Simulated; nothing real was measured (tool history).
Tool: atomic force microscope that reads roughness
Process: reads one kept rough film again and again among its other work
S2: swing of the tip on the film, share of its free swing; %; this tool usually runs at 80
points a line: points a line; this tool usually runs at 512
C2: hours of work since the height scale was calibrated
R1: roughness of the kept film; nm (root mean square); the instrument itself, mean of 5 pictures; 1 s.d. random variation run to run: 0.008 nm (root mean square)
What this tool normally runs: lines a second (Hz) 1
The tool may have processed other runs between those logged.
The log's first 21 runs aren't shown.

Run 22, hour 969.3: usual settings but lines a second (Hz) 0.62, points a line 912; pictures with this tip 87; C2 1476. Result: R1 2.459 nm (root mean square).
At hour 987.2: new tip fitted.
Run 23, hour 1031.2: usual settings but lines a second (Hz) 1.49, S2 86 %, points a line 912; pictures with this tip 48; C2 1502. Result: R1 2.194 nm (root mean square).
At hour 1083.8: new tip fitted.
Run 24, hour 1087.1: usual settings but lines a second (Hz) 1.44, S2 86 %, points a line 1017; pictures with this tip 4; C2 1525. Result: R1 2.218 nm (root mean square).
Run 25, hour 1115.8: usual settings but lines a second (Hz) 2.04, S2 82 %, points a line 281; pictures with this tip 35; C2 1537. Result: R1 2.15 nm (root mean square).
Run 26, hour 1171.5: usual settings but lines a second (Hz) 1.05; pictures with this tip 96; C2 1561. Result: R1 2.352 nm (root mean square).
At hour 1182: new tip fitted.
Run 27, hour 1205.5: usual settings but lines a second (Hz) 1.05, points a line 888; pictures with this tip 26; C2 1575. Result: R1 2.357 nm (root mean square).
Run 28, hour 1274.7: usual settings but lines a second (Hz) 1.05, points a line 888; pictures with this tip 101; C2 1604. Result: R1 2.346 nm (root mean square).
At hour 1279.6: new tip fitted.
Run 29, hour 1323: usual settings but S2 62 %, points a line 551; pictures with this tip 48; C2 1625. Result: R1 2.497 nm (root mean square).
Run 30, hour 1358.7: usual settings but S2 62 %, points a line 551; pictures with this tip 86; C2 1640. Result: R1 2.499 nm (root mean square).
At hour 1377.4: new tip fitted.
Run 31, hour 1406: usual settings but lines a second (Hz) 1.83, S2 89 %, points a line 284; pictures with this tip 31; C2 1660. Result: R1 2.066 nm (root mean square).

The next listed run, before its measurement:
Run 32, hour 1461.3: usual settings but lines a second (Hz) 1.83, S2 89 %, points a line 284; pictures with this tip 92; C2 1683. Result: R1 ?.

{"run 32": {"R1": 2.059}}
If the tool had no hidden condition, the same run with the same run-to-run variation would have returned R1 2.062 nm (root mean square).
